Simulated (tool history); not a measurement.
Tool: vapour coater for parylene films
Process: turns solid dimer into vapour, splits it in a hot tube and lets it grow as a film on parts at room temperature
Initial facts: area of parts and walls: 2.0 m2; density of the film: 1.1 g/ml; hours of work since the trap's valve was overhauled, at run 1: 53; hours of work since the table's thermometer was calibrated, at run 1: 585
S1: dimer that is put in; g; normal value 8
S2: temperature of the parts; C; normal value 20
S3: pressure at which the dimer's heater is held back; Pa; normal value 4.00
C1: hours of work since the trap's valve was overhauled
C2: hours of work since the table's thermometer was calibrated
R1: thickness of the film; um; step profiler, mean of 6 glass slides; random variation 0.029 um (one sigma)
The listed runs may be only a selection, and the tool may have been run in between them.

{"run": 1, "hour": 0.0, "S1": 8, "S2": 20, "S3": 4.0, "C1": 53, "C2": 585, "R1": 2.48}
{"run": 2, "hour": 31.7, "S1": 8, "S2": 20, "S3": 7.67, "C1": 67, "C2": 599, "R1": 2.23}
{"run": 3, "hour": 53.6, "S1": 8, "S2": 20, "S3": 7.67, "C1": 76, "C2": 609, "R1": 2.25}
{"run": 4, "hour": 85.6, "S1": 8, "S2": 20, "S3": 4.27, "C1": 91, "C2": 623, "R1": 2.36}
{"run": 5, "hour": 112.3, "S1": 8, "S2": 20, "S3": 4.27, "C1": 102, "C2": 635, "R1": 2.33}
{"hour": 115.0, "done": "table's thermometer calibrated"}
{"run": 6, "hour": 147.3, "S1": 8, "S2": 20, "S3": 4.27, "C1": 117, "C2": 14, "R1": 2.29}
{"run": 7, "hour": 178.7, "S1": 8, "S2": 20, "S3": 4.27, "C1": 131, "C2": 28, "R1": 2.29}
{"run": 8, "hour": 202.3, "S1": 8, "S2": 20, "S3": 4.27, "C1": 141, "C2": 38, "R1": 2.27}
{"run": 9, "hour": 242.1, "S1": 8, "S2": 20, "S3": 4.27, "C1": 159, "C2": 56, "R1": 2.3}
{"run": 10, "hour": 259.5, "S1": 8, "S2": 29, "S3": 4.0, "C1": 167, "C2": 64, "R1": 1.94}
{"run": 11, "hour": 298.6, "S1": 8, "S2": 29, "S3": 4.0, "C1": 184, "C2": 81, "R1": 1.9}
{"run": 12, "hour": 317.5, "S1": 9, "S2": 29, "S3": 4.0, "C1": 192, "C2": 89, "R1": 2.15}
{"hour": 350.4, "done": "table's thermometer calibrated, once more"}
{"run": 13, "hour": 351.0, "S1": 8, "S2": 14, "S3": 4.0, "C1": 206, "C2": 0, "R1": 2.57}
{"run": 14, "hour": 388.5, "S1": 12, "S2": 15, "S3": 3.33, "C1": 223, "C2": 17, "R1": 3.79}
{"run": 15, "hour": 411.0, "S1": 12, "S2": 15, "S3": 3.33, "C1": 233, "C2": 27, "R1": 3.75}
{"run": 16, "hour": 445.2, "S1": 4, "S2": 20, "S3": 4.0, "C1": 248, "C2": 42, "R1": 1.09}
{"run": 17, "hour": 463.5, "S1": 8, "S2": 20, "S3": 6.22, "C1": 256, "C2": 50, "R1": 2.12}
{"hour": 485.9, "done": "trap's valve overhauled"}
{"run": 18, "hour": 501.1, "S1": 8, "S2": 20, "S3": 7.61, "C1": 7, "C2": 64, "R1": 2.32}
{"run": 19, "hour": 523.6, "S1": 9, "S2": 26, "S3": 3.1, "C1": 17, "C2": 74, "R1": 2.65}

Predict each of these 4 candidate next runs independently; none follows another, all start after run 19:
{"run": "A", "hour": 548.3, "S1": 5, "S2": 26, "S3": 4.03, "C1": 27, "C2": 85, "R1": "?"}
{"run": "B", "hour": 548.3, "S1": 9, "S2": 23, "S3": 2.66, "C1": 27, "C2": 85, "R1": "?"}
{"run": "C", "hour": 548.3, "S1": 9, "S2": 20, "S3": 4.0, "C1": 27, "C2": 85, "R1": "?"}
{"run": "D", "hour": 548.3, "S1": 9, "S2": 26, "S3": 2.36, "C1": 27, "C2": 85, "R1": "?"}

run=A R1=1.38
run=B R1=2.81
run=C R1=2.80
run=D R1=2.70
Without the tool's unlogged condition, the same runs would have read:
run=A R1=1.40
run=B R1=2.87
run=C R1=2.85
run=D R1=2.75

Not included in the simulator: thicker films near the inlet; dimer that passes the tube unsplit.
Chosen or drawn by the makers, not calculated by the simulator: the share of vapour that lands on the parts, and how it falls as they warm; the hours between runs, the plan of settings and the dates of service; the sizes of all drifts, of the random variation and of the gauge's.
